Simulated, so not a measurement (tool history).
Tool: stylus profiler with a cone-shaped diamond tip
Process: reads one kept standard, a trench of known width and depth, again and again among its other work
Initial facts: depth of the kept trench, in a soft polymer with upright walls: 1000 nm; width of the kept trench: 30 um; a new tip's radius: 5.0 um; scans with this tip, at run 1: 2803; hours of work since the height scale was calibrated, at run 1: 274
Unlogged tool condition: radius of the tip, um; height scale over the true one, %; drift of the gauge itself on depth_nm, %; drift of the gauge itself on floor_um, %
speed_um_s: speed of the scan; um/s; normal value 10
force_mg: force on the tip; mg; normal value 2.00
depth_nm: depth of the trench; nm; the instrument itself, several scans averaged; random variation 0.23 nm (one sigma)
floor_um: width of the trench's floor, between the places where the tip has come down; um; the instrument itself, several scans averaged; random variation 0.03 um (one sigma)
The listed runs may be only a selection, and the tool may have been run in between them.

run	hour	speed_um_s	force_mg	scans with this tip	hours of work since the height scale was calibrated	depth_nm	floor_um
1	0.0	10	2.00	2803	274	1010.39	22.03
2	7.6	10	2.00	2856	280	1010.04	21.95
3	15.8	10	2.83	2915	285	1012.72	21.90
4	30.2	14	2.00	3016	295	1010.18	21.85
5	37.1	14	2.00	3064	300	1010.43	21.87
6	44.4	14	2.00	3116	305	1010.23	21.82
7	52.7	10	2.00	3175	311	1010.62	21.83
8	63.9	10	2.00	3253	318	1010.11	21.70
9	77.3	19	2.00	3348	328	1010.83	21.65
10	85.1	10	1.01	3402	333	1006.73	21.68
11	99.3	10	1.01	3503	343	1007.14	21.59
12	108.1	30	4.41	3565	349	1016.93	21.46
13	118.3	17	0.72	3637	356	1005.56	21.41
14	128.2	17	0.72	3707	363	1006.09	21.31
15	140.2	17	0.72	3791	371	1005.95	21.34
16	155.4	21	5.33	3898	381	1018.94	21.39
17	167.9	7	5.56	3986	390	1019.41	21.40
18	177.9	24	5.56	4057	397	1019.36	21.31
19	191.3	37	3.30	4151	406	1014.23	21.11
20	206.9	6	4.77	4261	417	1018.23	21.23
21	216.5	4	5.20	4328	424	1019.27	21.20
22	230.6	4	5.20	4428	433	1019.07	21.18

4 options for the next run, each taken on its own from the tool as it stands now. Forecast them:
A	237.3	10	1.17	4475	438	?	?
B	237.3	6	2.71	4475	438	?	?
C	237.3	29	5.25	4475	438	?	?
D	237.3	15	3.15	4475	438	?	?

run	depth_nm	floor_um
A	1008.08	21.10
B	1012.35	21.06
C	1019.16	21.06
D	1014.09	21.10
Without the tool's unlogged condition, the same runs would have read:
run	depth_nm	floor_um
A	1006.61	23.95
B	1010.87	23.91
C	1017.67	23.91
D	1012.61	23.95
